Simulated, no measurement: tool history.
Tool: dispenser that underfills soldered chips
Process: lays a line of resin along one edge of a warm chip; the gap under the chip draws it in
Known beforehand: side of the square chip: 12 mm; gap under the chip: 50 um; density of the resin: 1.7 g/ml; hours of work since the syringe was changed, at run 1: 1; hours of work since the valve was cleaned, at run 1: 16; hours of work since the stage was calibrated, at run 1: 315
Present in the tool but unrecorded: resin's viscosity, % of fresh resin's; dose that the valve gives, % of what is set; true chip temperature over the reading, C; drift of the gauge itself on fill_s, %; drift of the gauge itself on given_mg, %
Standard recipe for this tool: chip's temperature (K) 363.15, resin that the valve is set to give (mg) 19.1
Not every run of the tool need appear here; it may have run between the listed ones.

| run | day | chip's temperature (K) | resin that the valve is set to give (mg) | hours of work since the syringe was changed | hours of work since the valve was cleaned | hours of work since the stage was calibrated | time until the resin shows at the far edge (s) | resin that the valve gave (mg) |
|---|---|---|---|---|---|---|---|---|
| 1 | 0 | 363.15 | 19.1 | 1 | 16 | 315 | 45.2 | 18.95 |
|  | 0.338 | new syringe of resin |
| 2 | 0.588 | 363.15 | 19.1 | 5 | 26 | 326 | 61.2 | 18.91 |
|  | 0.721 | new syringe of resin |
|  | 1.117 | new syringe of resin |
| 3 | 1.162 | 363.15 | 19.1 | 1 | 37 | 336 | 45.9 | 18.9 |
|  | 1.483 | new syringe of resin |
| 4 | 1.708 | 363.15 | 19.1 | 4 | 47 | 346 | 57.2 | 18.76 |
|  | 1.879 | new syringe of resin |
| 5 | 2.038 | 363.15 | 19.1 | 3 | 53 | 352 | 52.2 | 18.64 |
|  | 2.254 | new syringe of resin |
| 6 | 2.546 | 363.15 | 19.1 | 6 | 62 | 361 | 62.5 | 18.61 |
|  | 2.65 | new syringe of resin |
| 7 | 2.888 | 363.15 | 19.1 | 4 | 68 | 367 | 57.7 | 18.69 |
|  | 3.071 | new syringe of resin |
| 8 | 3.204 | 363.15 | 21.7 | 3 | 74 | 373 | 48.7 | 21.18 |
|  | 3.467 | new syringe of resin |
| 9 | 3.512 | 363.15 | 21.7 | 1 | 79 | 379 | 43.1 | 21.03 |
| 10 | 3.796 | 363.15 | 21.7 | 6 | 85 | 384 | 62.7 | 21.08 |
|  | 3.862 | new syringe of resin |
| 11 | 4.121 | 363.15 | 21.7 | 5 | 90 | 390 | 57.7 | 20.85 |
|  | 4.254 | new syringe of resin |
|  | 4.488 | dispensing valve cleaned and set on the balance |
|  | 4.692 | new syringe of resin |
| 12 | 4.708 | 375.15 | 21.7 | 0 | 4 | 399 | 27 | 21.64 |
|  | 5.096 | new syringe of resin |
| 13 | 5.292 | 375.15 | 21.7 | 4 | 15 | 410 | 33.4 | 21.61 |
|  | 5.479 | new syringe of resin |
| 14 | 5.733 | 375.15 | 21.7 | 5 | 23 | 418 | 36.2 | 21.54 |
|  | 5.867 | new syringe of resin |
|  | 6.25 | new syringe of resin |
| 15 | 6.25 | 375.15 | 21.7 | 0 | 32 | 427 | 25.8 | 21.41 |
| 16 | 6.521 | 375.15 | 21.7 | 5 | 37 | 432 | 35.4 | 21.5 |
|  | 6.646 | new syringe of resin |
|  | 7.017 | new syringe of resin |
| 17 | 7.058 | 375.15 | 21.7 | 1 | 47 | 442 | 28 | 21.3 |
|  | 7.396 | new syringe of resin |
| 18 | 7.442 | 375.15 | 21.7 | 1 | 53 | 449 | 26.8 | 21.32 |
| 19 | 7.7 | 363.15 | 21.7 | 6 | 58 | 454 | 59.2 | 21.18 |
|  | 7.783 | new syringe of resin |
| 20 | 8.046 | 372.15 | 20.5 | 5 | 65 | 460 | 40.1 | 20.05 |
|  | 8.167 | new syringe of resin |
| 21 | 8.333 | 373.15 | 21.2 | 3 | 70 | 465 | 34.3 | 20.62 |
|  | 8.558 | new syringe of resin |
|  | 8.7 | stage's temperature calibrated |
| 22 | 8.808 | 363.15 | 22.7 | 4 | 78 | 2 | 59 | 22.1 |
|  | 8.983 | new syringe of resin |
|  | 9.375 | new syringe of resin |
| 23 | 9.375 | 363.15 | 22.7 | 0 | 88 | 12 | 46.4 | 21.92 |
| 24 | 9.629 | 351.15 | 19.1 | 5 | 92 | 17 | 108.1 | 18.44 |
|  | 9.742 | new syringe of resin |
|  | 9.888 | dispensing valve cleaned and set on the balance |
|  | 10.158 | new syringe of resin |
| 25 | 10.233 | 363.15 | 22.1 | 1 | 6 | 27 | 50.6 | 21.98 |
|  | 10.538 | new syringe of resin |
| 26 | 10.721 | 364.15 | 22.1 | 3 | 15 | 36 | 55.5 | 21.89 |
|  | 10.946 | new syringe of resin |
|  | 11.325 | new syringe of resin |
| 27 | 11.358 | 364.15 | 22.1 | 1 | 27 | 47 | 46.2 | 21.94 |
|  | 11.704 | new syringe of resin |
| 28 | 11.704 | 364.15 | 18.8 | 0 | 33 | 54 | 44.5 | 18.51 |
| 29 | 11.967 | 358.15 | 20.3 | 5 | 38 | 59 | 78.7 | 19.92 |
|  | 12.096 | new syringe of resin |
| 30 | 12.421 | 369.15 | 17.3 | 6 | 46 | 67 | 55.7 | 16.99 |
|  | 12.483 | new syringe of resin |
| 31 | 12.75 | 375.15 | 19.1 | 5 | 52 | 73 | 39.1 | 18.68 |
|  | 12.862 | new syringe of resin |
| 32 | 13.079 | 350.15 | 18.9 | 4 | 58 | 79 | 106.5 | 18.57 |
|  | 13.238 | new syringe of resin |
|  | 13.617 | new syringe of resin |
| 33 | 13.671 | 350.15 | 18.9 | 1 | 69 | 89 | 87.6 | 18.54 |
|  | 14.038 | new syringe of resin |
| 34 | 14.096 | 350.15 | 18.9 | 1 | 76 | 97 | 87.7 | 18.42 |
|  | 14.408 | new syringe of resin |
| 35 | 14.554 | 349.15 | 16.7 | 3 | 85 | 105 | 102.2 | 16.2 |

What differs in the tool's unlogged condition from the final listed run ahead of each entry between runs to the first listed run following it?
Run 1 -> run 2: new syringe of resin (day 0.338)
  resin's viscosity, % of fresh resin's: 104.9 -> 138.7; dose that the valve gives, % of what is set: 99.34 -> 98.98; true chip temperature over the reading, C: 1.81 -> 1.87
  measured minus no-state result, time until the resin shows at the far edge (s): -1.2 -> +13.5; resin that the valve gave (mg): -0.13 -> -0.2
Run 2 -> run 3: new syringe of resin (day 0.721); new syringe of resin (day 1.117)
  resin's viscosity, % of fresh resin's: 138.7 -> 106.7; dose that the valve gives, % of what is set: 98.98 -> 98.62; true chip temperature over the reading, C: 1.87 -> 1.93
  measured minus no-state result, time until the resin shows at the far edge (s): +13.5 -> -0.6; resin that the valve gave (mg): -0.2 -> -0.26
Run 3 -> run 4: new syringe of resin (day 1.483)
  resin's viscosity, % of fresh resin's: 106.7 -> 133; dose that the valve gives, % of what is set: 98.62 -> 98.28; true chip temperature over the reading, C: 1.93 -> 1.98
  measured minus no-state result, time until the resin shows at the far edge (s): -0.6 -> +10.7; resin that the valve gave (mg): -0.26 -> -0.33
Run 4 -> run 5: new syringe of resin (day 1.879)
  resin's viscosity, % of fresh resin's: 133 -> 121.7; dose that the valve gives, % of what is set: 98.28 -> 98.07; true chip temperature over the reading, C: 1.98 -> 2.01
  measured minus no-state result, time until the resin shows at the far edge (s): +10.7 -> +5.6; resin that the valve gave (mg): -0.33 -> -0.37
Run 5 -> run 6: new syringe of resin (day 2.254)
  resin's viscosity, % of fresh resin's: 121.7 -> 143.3; dose that the valve gives, % of what is set: 98.07 -> 97.73; true chip temperature over the reading, C: 2.01 -> 2.06
  measured minus no-state result, time until the resin shows at the far edge (s): +5.6 -> +15.1; resin that the valve gave (mg): -0.37 -> -0.43
Run 6 -> run 7: new syringe of resin (day 2.65)
  resin's viscosity, % of fresh resin's: 143.3 -> 134.9; dose that the valve gives, % of what is set: 97.73 -> 97.52; true chip temperature over the reading, C: 2.06 -> 2.09
  measured minus no-state result, time until the resin shows at the far edge (s): +15.1 -> +11.3; resin that the valve gave (mg): -0.43 -> -0.47
Run 7 -> run 8: new syringe of resin (day 3.071)
  resin's viscosity, % of fresh resin's: 134.9 -> 118.7; dose that the valve gives, % of what is set: 97.52 -> 97.32; true chip temperature over the reading, C: 2.09 -> 2.12
  measured minus no-state result, time until the resin shows at the far edge (s): +11.3 -> +4; resin that the valve gave (mg): -0.47 -> -0.58
Run 8 -> run 9: new syringe of resin (day 3.467)
  resin's viscosity, % of fresh resin's: 118.7 -> 104.4; dose that the valve gives, % of what is set: 97.32 -> 97.11; true chip temperature over the reading, C: 2.12 -> 2.15
  measured minus no-state result, time until the resin shows at the far edge (s): +4 -> -2; resin that the valve gave (mg): -0.58 -> -0.63
Run 10 -> run 11: new syringe of resin (day 3.862)
  resin's viscosity, % of fresh resin's: 149.2 -> 138.5; dose that the valve gives, % of what is set: 96.91 -> 96.67; true chip temperature over the reading, C: 2.18 -> 2.21
  measured minus no-state result, time until the resin shows at the far edge (s): +16.8 -> +12.3; resin that the valve gave (mg): -0.67 -> -0.71
Run 11 -> run 12: new syringe of resin (day 4.254); dispensing valve cleaned and set on the balance (day 4.488); new syringe of resin (day 4.692)
  resin's viscosity, % of fresh resin's: 138.5 -> 102.6; dose that the valve gives, % of what is set: 96.67 -> 99.88; true chip temperature over the reading, C: 2.21 -> 2.26
  measured minus no-state result, time until the resin shows at the far edge (s): +12.3 -> -1.7; resin that the valve gave (mg): -0.71 -> -0.02
Run 12 -> run 13: new syringe of resin (day 5.096)
  resin's viscosity, % of fresh resin's: 102.6 -> 125.7; dose that the valve gives, % of what is set: 99.88 -> 99.49; true chip temperature over the reading, C: 2.26 -> 2.32
  measured minus no-state result, time until the resin shows at the far edge (s): -1.7 -> +4.3; resin that the valve gave (mg): -0.02 -> -0.11
Run 13 -> run 14: new syringe of resin (day 5.479)
  resin's viscosity, % of fresh resin's: 125.7 -> 138.3; dose that the valve gives, % of what is set: 99.49 -> 99.2; true chip temperature over the reading, C: 2.32 -> 2.36
  measured minus no-state result, time until the resin shows at the far edge (s): +4.3 -> +7.5; resin that the valve gave (mg): -0.11 -> -0.18
Run 14 -> run 15: new syringe of resin (day 5.867); new syringe of resin (day 6.25)
  resin's viscosity, % of fresh resin's: 138.3 -> 98.7; dose that the valve gives, % of what is set: 99.2 -> 98.84; true chip temperature over the reading, C: 2.36 -> 2.41
  measured minus no-state result, time until the resin shows at the far edge (s): +7.5 -> -2.9; resin that the valve gave (mg): -0.18 -> -0.25
Run 16 -> run 17: new syringe of resin (day 6.646); new syringe of resin (day 7.017)
  resin's viscosity, % of fresh resin's: 139.1 -> 107; dose that the valve gives, % of what is set: 98.66 -> 98.32; true chip temperature over the reading, C: 2.44 -> 2.49
  measured minus no-state result, time until the resin shows at the far edge (s): +7.6 -> -0.8; resin that the valve gave (mg): -0.29 -> -0.36
Run 17 -> run 18: new syringe of resin (day 7.396)
  resin's viscosity, % of fresh resin's: 107 -> 103.5; dose that the valve gives, % of what is set: 98.32 -> 98.1; true chip temperature over the reading, C: 2.49 -> 2.53
  measured minus no-state result, time until the resin shows at the far edge (s): -0.8 -> -1.8; resin that the valve gave (mg): -0.36 -> -0.41
Run 19 -> run 20: new syringe of resin (day 7.783)
  resin's viscosity, % of fresh resin's: 143.5 -> 138.7; dose that the valve gives, % of what is set: 97.93 -> 97.69; true chip temperature over the reading, C: 2.56 -> 2.59
  measured minus no-state result, time until the resin shows at the far edge (s): +13.5 -> +8.2; resin that the valve gave (mg): -0.45 -> -0.48
Run 20 -> run 21: new syringe of resin (day 8.167)
  resin's viscosity, % of fresh resin's: 138.7 -> 123.1; dose that the valve gives, % of what is set: 97.69 -> 97.48; true chip temperature over the reading, C: 2.59 -> 2.63
  measured minus no-state result, time until the resin shows at the far edge (s): +8.2 -> +3.5; resin that the valve gave (mg): -0.48 -> -0.54
Run 21 -> run 22: new syringe of resin (day 8.558); stage's temperature calibrated (day 8.7)
  resin's viscosity, % of fresh resin's: 123.1 -> 129.3; dose that the valve gives, % of what is set: 97.48 -> 97.22; true chip temperature over the reading, C: 2.63 -> 0.12
  measured minus no-state result, time until the resin shows at the far edge (s): +3.5 -> +13.2; resin that the valve gave (mg): -0.54 -> -0.63
Run 22 -> run 23: new syringe of resin (day 8.983); new syringe of resin (day 9.375)
  resin's viscosity, % of fresh resin's: 129.3 -> 99.8; dose that the valve gives, % of what is set: 97.22 -> 96.85; true chip temperature over the reading, C: 0.12 -> 0.18
  measured minus no-state result, time until the resin shows at the far edge (s): +13.2 -> -0.3; resin that the valve gave (mg): -0.63 -> -0.72
Run 24 -> run 25: new syringe of resin (day 9.742); dispensing valve cleaned and set on the balance (day 9.888); new syringe of resin (day 10.158)
  resin's viscosity, % of fresh resin's: 137.9 -> 111; dose that the valve gives, % of what is set: 96.68 -> 99.73; true chip temperature over the reading, C: 0.2 -> 0.26
  measured minus no-state result, time until the resin shows at the far edge (s): +29.4 -> +4.5; resin that the valve gave (mg): -0.64 -> -0.06
Run 25 -> run 26: new syringe of resin (day 10.538)
  resin's viscosity, % of fresh resin's: 111 -> 126; dose that the valve gives, % of what is set: 99.73 -> 99.41; true chip temperature over the reading, C: 0.26 -> 0.31
  measured minus no-state result, time until the resin shows at the far edge (s): +4.5 -> +10.9; resin that the valve gave (mg): -0.06 -> -0.13
Run 26 -> run 27: new syringe of resin (day 10.946); new syringe of resin (day 11.325)
  resin's viscosity, % of fresh resin's: 126 -> 105.8; dose that the valve gives, % of what is set: 99.41 -> 99.01; true chip temperature over the reading, C: 0.31 -> 0.37
  measured minus no-state result, time until the resin shows at the far edge (s): +10.9 -> +1.9; resin that the valve gave (mg): -0.13 -> -0.22
Run 27 -> run 28: new syringe of resin (day 11.704)
  resin's viscosity, % of fresh resin's: 105.8 -> 99.9; dose that the valve gives, % of what is set: 99.01 -> 98.79; true chip temperature over the reading, C: 0.37 -> 0.4
  measured minus no-state result, time until the resin shows at the far edge (s): +1.9 -> -0.7; resin that the valve gave (mg): -0.22 -> -0.22
Run 29 -> run 30: new syringe of resin (day 12.096)
  resin's viscosity, % of fresh resin's: 139 -> 150.6; dose that the valve gives, % of what is set: 98.62 -> 98.31; true chip temperature over the reading, C: 0.43 -> 0.47
  measured minus no-state result, time until the resin shows at the far edge (s): +21 -> +18.2; resin that the valve gave (mg): -0.28 -> -0.29
Run 30 -> run 31: new syringe of resin (day 12.483)
  resin's viscosity, % of fresh resin's: 150.6 -> 142; dose that the valve gives, % of what is set: 98.31 -> 98.11; true chip temperature over the reading, C: 0.47 -> 0.5
  measured minus no-state result, time until the resin shows at the far edge (s): +18.2 -> +11.1; resin that the valve gave (mg): -0.29 -> -0.36
Run 31 -> run 32: new syringe of resin (day 12.862)
  resin's viscosity, % of fresh resin's: 142 -> 132.4; dose that the valve gives, % of what is set: 98.11 -> 97.89; true chip temperature over the reading, C: 0.5 -> 0.53
  measured minus no-state result, time until the resin shows at the far edge (s): +11.1 -> +24.4; resin that the valve gave (mg): -0.36 -> -0.4
Run 32 -> run 33: new syringe of resin (day 13.238); new syringe of resin (day 13.617)
  resin's viscosity, % of fresh resin's: 132.4 -> 108.6; dose that the valve gives, % of what is set: 97.89 -> 97.52; true chip temperature over the reading, C: 0.53 -> 0.59
  measured minus no-state result, time until the resin shows at the far edge (s): +24.4 -> +5.1; resin that the valve gave (mg): -0.4 -> -0.47
Run 33 -> run 34: new syringe of resin (day 14.038)
  resin's viscosity, % of fresh resin's: 108.6 -> 108.5; dose that the valve gives, % of what is set: 97.52 -> 97.26; true chip temperature over the reading, C: 0.59 -> 0.63
  measured minus no-state result, time until the resin shows at the far edge (s): +5.1 -> +5; resin that the valve gave (mg): -0.47 -> -0.52
Run 34 -> run 35: new syringe of resin (day 14.408)
  resin's viscosity, % of fresh resin's: 108.5 -> 120.5; dose that the valve gives, % of what is set: 97.26 -> 96.95; true chip temperature over the reading, C: 0.63 -> 0.67
  measured minus no-state result, time until the resin shows at the far edge (s): +5 -> +15.5; resin that the valve gave (mg): -0.52 -> -0.51
